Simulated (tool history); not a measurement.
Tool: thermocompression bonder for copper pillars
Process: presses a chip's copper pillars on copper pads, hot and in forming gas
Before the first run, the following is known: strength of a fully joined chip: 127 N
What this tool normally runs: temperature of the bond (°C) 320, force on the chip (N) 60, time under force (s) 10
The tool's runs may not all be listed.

run     day  temperature of the bond (°C)  force on the chip (N)  time under force (s)  force that shears a chip off (N)
  1   0.000                           320                     60                    10                              85.8
  2   0.433                           320                     60                    10                              86.4
  3   0.862                           320                     87                    10                             106.7
  4   1.400                           320                     76                    10                              99.9
  5   1.975                           320                     60                    10                              85.4
  6   2.242                           320                     60                    10                              86.2
  7   2.650                           320                     60                    10                              85.8
  8   3.238                           320                     60                    10                              85.9
  9   3.712                           320                     60                    10                              85.0
 10   3.979                           320                     60                    10                              85.9
 11   4.638                           320                     60                    10                              85.9
 12   4.929                           320                     60                    10                              85.5
 13   5.554                           320                     60                    10                              85.6
 14   6.038                           320                     60                    10                              85.9
 15   6.450                           320                     68                    10                              93.3
 16   6.983                           320                     60                    10                              85.3
 17   7.325                           320                     60                     5                              69.9
 18   7.796                           320                     60                     5                              69.5
 19   8.279                           320                     60                     5                              69.0
 20   8.633                           320                     60                     5                              69.1
 21   9.071                           320                     60                     5                              69.2
 22   9.533                           320                     60                     5                              69.1
 23   9.842                           321                     59                    10                              84.7
 24  10.442                           312                     55                    10                              75.9
 25  10.783                           317                     75                     7                              89.2
 26  11.442                           320                     59                     6                              71.4
 27  12.046                           341                     41                     8                              66.3
 28  12.508                           347                     37                    10                              68.3
 29  12.988                           347                     37                    10                              67.7
 30  13.483                           320                     61                    10                              84.8
 31  13.867                           320                     61                    10                              85.7
     14.312  -- forming gas filter changed
 32  14.508                           320                     75                    22                             111.5
 33  14.996                           320                     60                     9                              82.0
 34  15.421                           294                     73                     6                              71.6
 35  15.971                           294                     73                     6                              71.5
 36  16.367                           294                     73                     6                              71.7
     16.683  -- gauge calibrated
 37  16.921                           320                     42                     7                              57.1
 38  17.483                           320                     41                     7                              56.0
 39  18.104                           321                     76                     8                              95.2
 40  18.675                           331                     76                     8                              99.9

Table of differences, measured result less the result of that run with no hidden state. Run-to-run variation is the same in both. Gauge scatter possibly is not:
The hidden state here: true temperature of the bond over the reading, C; force that reaches the chip, % of what is set; oxide that the forming gas leaves, % of the face; drift of the gauge itself on shear_n, %.
run  force that shears a chip off (N)
  1                              +0.0
  2                              -0.1
  3                              -0.1
  4                              -0.2
  5                              -0.2
  6                              -0.3
  7                              -0.3
  8                              -0.5
  9                              -0.5
 10                              -0.5
 11                              -0.7
 12                              -0.6
 13                              -0.8
 14                              -0.8
 15                              -0.9
 16                              -0.9
 17                              -0.8
 18                              -0.8
 19                              -0.9
 20                              -1.0
 21                              -1.0
 22                              -1.0
 23                              -1.3
 24                              -1.3
 25                              -1.5
 26                              -1.3
 27                              -1.3
 28                              -1.3
 29                              -1.3
 30                              -1.8
 31                              -1.8
 32                              -2.3
 33                              -1.8
 34                              -1.6
 35                              -1.7
 36                              -1.7
 37                              -0.1
 38                              -0.1
 39                              -0.2
 40                              -0.3

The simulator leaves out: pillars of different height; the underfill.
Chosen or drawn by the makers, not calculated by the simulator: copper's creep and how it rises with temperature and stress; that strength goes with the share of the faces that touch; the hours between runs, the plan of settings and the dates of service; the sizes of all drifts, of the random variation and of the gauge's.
